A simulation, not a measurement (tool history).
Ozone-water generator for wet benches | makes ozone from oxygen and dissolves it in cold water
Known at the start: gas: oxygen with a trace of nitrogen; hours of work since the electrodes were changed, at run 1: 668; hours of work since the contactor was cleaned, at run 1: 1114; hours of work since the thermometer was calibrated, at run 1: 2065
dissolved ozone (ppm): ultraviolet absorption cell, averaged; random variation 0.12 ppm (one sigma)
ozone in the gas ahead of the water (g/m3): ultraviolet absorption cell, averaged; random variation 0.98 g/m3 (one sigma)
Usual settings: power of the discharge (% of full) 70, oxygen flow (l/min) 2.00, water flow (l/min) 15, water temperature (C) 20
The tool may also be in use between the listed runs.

| run | hour | power of the discharge (% of full) | oxygen flow (l/min) | water flow (l/min) | water temperature (C) | hours of work since the electrodes were changed | hours of work since the contactor was cleaned | hours of work since the thermometer was calibrated | dissolved ozone (ppm) | ozone in the gas ahead of the water (g/m3) |
|---|---|---|---|---|---|---|---|---|---|---|
| 1 | 0.0 | 70 | 2.00 | 15 | 20 | 668 | 1114 | 2065 | 9.8 | 168.7 |
| 2 | 67.9 | 70 | 2.00 | 15 | 20 | 710 | 1155 | 2107 | 9.6 | 170.5 |
| 3 | 145.7 | 70 | 2.00 | 9 | 20 | 757 | 1203 | 2155 | 16.1 | 168.2 |
| 4 | 224.0 | 44 | 2.00 | 15 | 20 | 805 | 1251 | 2202 | 7.3 | 129.5 |
| 5 | 329.9 | 44 | 2.00 | 15 | 20 | 870 | 1316 | 2267 | 7.3 | 128.5 |
| 6 | 406.5 | 44 | 2.00 | 15 | 20 | 917 | 1363 | 2314 | 7.3 | 129.0 |
| 7 | 464.8 | 44 | 2.00 | 15 | 20 | 952 | 1398 | 2350 | 7.4 | 128.7 |
| 8 | 580.4 | 44 | 2.00 | 15 | 20 | 1023 | 1469 | 2420 | 7.5 | 127.9 |
| 9 | 638.0 | 44 | 2.00 | 15 | 20 | 1058 | 1504 | 2456 | 7.5 | 129.1 |
| 10 | 710.4 | 70 | 2.00 | 15 | 22 | 1103 | 1548 | 2500 | 9.5 | 167.6 |
| 11 | 766.9 | 44 | 2.00 | 15 | 20 | 1137 | 1583 | 2534 | 7.3 | 129.9 |
| 12 | 856.0 | 44 | 2.00 | 15 | 14 | 1192 | 1638 | 2589 | 7.8 | 128.2 |
| 13 | 948.6 | 70 | 1.54 | 11 | 20 | 1248 | 1694 | 2646 | 12.3 | 185.2 |
| 14 | 1041.6 | 70 | 1.54 | 11 | 20 | 1305 | 1751 | 2703 | 12.4 | 185.5 |
| 15 | 1101.5 | 52 | 1.17 | 10 | 23 | 1342 | 1788 | 2739 | 10.4 | 173.9 |
| 16 | 1179.8 | 50 | 2.00 | 15 | 14 | 1390 | 1836 | 2787 | 8.5 | 138.5 |
| 17 | 1267.2 | 43 | 2.00 | 9 | 14 | 1443 | 1889 | 2841 | 13.3 | 127.3 |
| 18 | 1335.7 | 43 | 2.00 | 9 | 14 | 1485 | 1931 | 2882 | 13.3 | 126.5 |
| 19 | 1433.6 | 70 | 2.00 | 22 | 20 | 1545 | 1991 | 2942 | 6.0 | 167.6 |
| 20 | 1539.2 | 54 | 2.66 | 20 | 22 | 1610 | 2055 | 3007 | 6.4 | 129.8 |
| 21 | 1638.0 | 52 | 1.22 | 17 | 18 | 1670 | 2116 | 3067 | 5.8 | 168.7 |
| 22 | 1703.3 | 52 | 1.22 | 12 | 27 | 1710 | 2156 | 3107 | 8.1 | 168.3 |
| 23 | 1793.1 | 70 | 1.65 | 15 | 15 | 1765 | 2211 | 3162 | 9.4 | 178.2 |
| 24 | 1859.1 | 70 | 1.85 | 18 | 22 | 1805 | 2251 | 3203 | 7.5 | 171.8 |

Measured less the same run without the tool's hidden state. The same run-to-run variation is in both; the gauge's scatter may not be:
The hidden state here: yield of the discharge, % of new electrodes'; contactor's efficiency, % of a clean one's; true water temperature over the reading, C; drift of the gauge itself on ozone_ppm, %; drift of the gauge itself on gas_g_m3, %.
| run | ozone in the gas ahead of the water (g/m3) |
|---|---|
| 1 | +0.0 |
| 2 | -0.2 |
| 3 | -0.2 |
| 4 | -0.3 |
| 5 | -0.4 |
| 6 | -0.5 |
| 7 | -0.6 |
| 8 | -0.7 |
| 9 | -0.8 |
| 10 | -1.1 |
| 11 | -0.9 |
| 12 | -1.1 |
| 13 | -1.7 |
| 14 | -1.9 |
| 15 | -1.9 |
| 16 | -1.7 |
| 17 | -1.6 |
| 18 | -1.7 |
| 19 | -2.3 |
| 20 | -2.0 |
| 21 | -2.8 |
| 22 | -2.8 |
| 23 | -3.2 |
| 24 | -3.2 |
dissolved ozone (ppm): 0 in every run.
